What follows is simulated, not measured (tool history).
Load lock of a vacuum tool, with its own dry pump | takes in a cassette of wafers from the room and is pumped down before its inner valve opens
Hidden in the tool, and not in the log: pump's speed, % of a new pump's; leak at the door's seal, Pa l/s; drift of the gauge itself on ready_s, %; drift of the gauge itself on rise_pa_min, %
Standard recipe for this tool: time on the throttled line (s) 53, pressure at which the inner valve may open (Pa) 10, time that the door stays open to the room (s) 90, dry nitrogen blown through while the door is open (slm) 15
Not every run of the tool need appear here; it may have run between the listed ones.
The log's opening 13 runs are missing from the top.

run,hour,time on the throttled line (s),pressure at which the inner valve may open (Pa),time that the door stays open to the room (s),dry nitrogen blown through while the door is open (slm),hours that the pump has run since its overhaul,times that the door has closed on its seal,"incoming humidity of the room's air, %",time from the closed door until the inner valve may open (s),rise of the pressure with all valves shut (Pa/min)
14,5367.3,53,10,135,7,13335,19214,44.8,96.2,0.233
15,5910.5,53,10,90,5,13879,21313,46.4,96.3,0.243
16,6275.4,53,10,90,5,14244,22723,44.0,96.8,0.249
17,6510.2,53,10,90,5,14478,23630,42.5,95.4,0.270
18,6828.3,53,13,90,15,14796,24859,48.0,94.9,0.270
19,7210.6,53,13,90,15,15179,26336,44.5,95.4,0.283
20,7504.6,53,13,90,15,15473,27472,41.2,95.5,0.307
21,7946.0,30,7,90,14,15914,29178,47.3,82.8,0.322
22,8433.5,74,8,202,15,16402,31061,44.8,114.1,0.394
23,8988.2,53,10,90,12,16956,33204,46.8,96.8,0.404
24,9435.8,53,10,90,12,17404,34934,46.1,97.6,0.444
25,9755.9,34,10,38,13,17724,36170,43.2,84.1,0.443
26,10074.7,38,8,38,13,18043,37402,48.7,87.7,0.462
27,10350.6,38,8,38,13,18319,38468,47.8,88.3,0.481
28,10876.1,53,9,32,15,18844,40499,44.7,99.4,0.535
# hour 11051.8: door's seal changed, seat wiped
29,11347.7,28,18,60,15,19314,1143,43.7,77.1,0.035
30,11670.3,27,19,55,25,19637,2390,41.6,75.2,0.029
31,11907.6,27,19,55,25,19874,3307,46.7,75.6,0.043
32,12431.7,53,11,90,15,20398,5332,46.4,97.4,0.066
33,12745.8,26,14,32,17,20712,6545,44.7,77.0,0.056
34,13117.4,53,12,90,15,21084,7981,46.4,95.6,0.086
35,13667.2,53,12,36,6,21634,10105,45.0,96.0,0.097
36,14108.5,53,11,36,15,22075,11810,45.1,98.1,0.097

Alternative continuations, all from the tool just after run 36; predict every row:
A,14615.8,53,10,208,15,22582,13771,43.7,?,?
B,14615.8,53,15,90,15,22582,13771,44.3,?,?
C,14615.8,71,10,78,6,22582,13771,45.4,?,?
D,14615.8,53,10,44,6,22582,13771,42.9,?,?
E,14615.8,53,10,61,12,22582,13771,44.4,?,?

run,time from the closed door until the inner valve may open (s),rise of the pressure with all valves shut (Pa/min)
A,99.5,0.158
B,96.7,0.124
C,112.3,0.147
D,98.8,0.125
E,98.5,0.125
With no hidden state in the tool, these same runs would have given:
run,time from the closed door until the inner valve may open (s),rise of the pressure with all valves shut (Pa/min)
A,94.4,0.061
B,91.9,0.031
C,107.8,0.050
D,93.7,0.032
E,93.4,0.030
